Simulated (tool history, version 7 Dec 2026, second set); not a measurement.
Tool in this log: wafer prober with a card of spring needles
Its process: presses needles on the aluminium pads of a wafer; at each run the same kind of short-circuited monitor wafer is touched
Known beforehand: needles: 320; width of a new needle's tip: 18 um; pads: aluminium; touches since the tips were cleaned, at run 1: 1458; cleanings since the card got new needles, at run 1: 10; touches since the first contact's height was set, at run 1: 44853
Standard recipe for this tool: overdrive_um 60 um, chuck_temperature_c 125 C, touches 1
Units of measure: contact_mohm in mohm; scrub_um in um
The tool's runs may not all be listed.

run    day  overdrive_um  chuck_temperature_c  touches  touches since the tips were cleaned  cleanings since the card got new needles  touches since the first contact's height was set  contact_mohm  scrub_um
  1      0            60                  125        1                                 1458                                        10                                             44853           274      8.29
     0.162  -- tips cleaned on abrasive film
     0.433  -- tips cleaned on abrasive film
     0.708  -- tips cleaned on abrasive film
  2  0.792            60                  125        2                                 1628                                        13                                             59465           264      8.28
     0.958  -- tips cleaned on abrasive film
     1.221  -- tips cleaned on abrasive film
     1.496  -- tips cleaned on abrasive film
  3  1.688            60                  125        2                                 3558                                        16                                             75938           273      8.22
     1.746  -- tips cleaned on abrasive film
     1.962  -- tips cleaned on abrasive film
     2.183  -- tips cleaned on abrasive film
  4  2.312            60                  125        2                                 2436                                        19                                             87441           265      8.19
     2.421  -- tips cleaned on abrasive film
     2.642  -- tips cleaned on abrasive film
     2.708  -- height of the first contact set anew
     2.925  -- tips cleaned on abrasive film
     3.142  -- tips cleaned on abrasive film
     3.362  -- tips cleaned on abrasive film
  5  3.371            60                  125        1                                  178                                        24                                             12193           249      8.39
     3.592  -- tips cleaned on abrasive film
     3.862  -- tips cleaned on abrasive film
     4.138  -- tips cleaned on abrasive film
  6  4.188            60                  125        1                                  905                                        27                                             27189           266      8.35
     4.404  -- tips cleaned on abrasive film
     4.625  -- tips cleaned on abrasive film
       4.9  -- tips cleaned on abrasive film
     5.125  -- tips cleaned on abrasive film
  7  5.125            60                   50        1                                    0                                        31                                             44445           224      8.29
     5.396  -- tips cleaned on abrasive film
     5.617  -- tips cleaned on abrasive film
     5.888  -- tips cleaned on abrasive film
  8  5.988            60                  102        1                                 1826                                        34                                             60343           274      8.25
     6.154  -- tips cleaned on abrasive film
     6.421  -- tips cleaned on abrasive film
     6.638  -- tips cleaned on abrasive film
     6.867  -- tips cleaned on abrasive film
  9  6.867            60                  102        1                                    0                                        38                                             76537           239      8.23
     7.142  -- tips cleaned on abrasive film
     7.362  -- tips cleaned on abrasive film
     7.633  -- tips cleaned on abrasive film
     7.808  -- height of the first contact set anew
     7.917  -- tips cleaned on abrasive film
 10  8.029            60                   47        2                                 2100                                        42                                              4115           246       8.4
     8.142  -- tips cleaned on abrasive film
     8.417  -- tips cleaned on abrasive film
     8.683  -- tips cleaned on abrasive film
     8.904  -- tips cleaned on abrasive film
 11  8.971            61                   33        2                                 1272                                        46                                             21382           235      8.49

Predict each of these 3 candidate next runs independently; none follows another, all start after run 11:
     9.138  -- tips cleaned on abrasive film
     9.354  -- tips cleaned on abrasive film
     9.621  -- tips cleaned on abrasive film
  A  9.812            55                   73        2                                 3587                                        49                                             36880             ?         ?
     9.138  -- tips cleaned on abrasive film
     9.354  -- tips cleaned on abrasive film
     9.621  -- tips cleaned on abrasive film
  B  9.812            60                   43        1                                 3587                                        49                                             36880             ?         ?
     9.138  -- tips cleaned on abrasive film
     9.354  -- tips cleaned on abrasive film
     9.621  -- tips cleaned on abrasive film
  C  9.812            53                   94        2                                 3587                                        49                                             36880             ?         ?

run  contact_mohm  scrub_um
  A           281      7.64
  B           293      8.32
  C           286      7.34
Take away the tool's hidden state, keep each run's random variation, and the runs would have read:
run  contact_mohm  scrub_um
  A           230      7.74
  B           218      8.43
  C           233      7.45
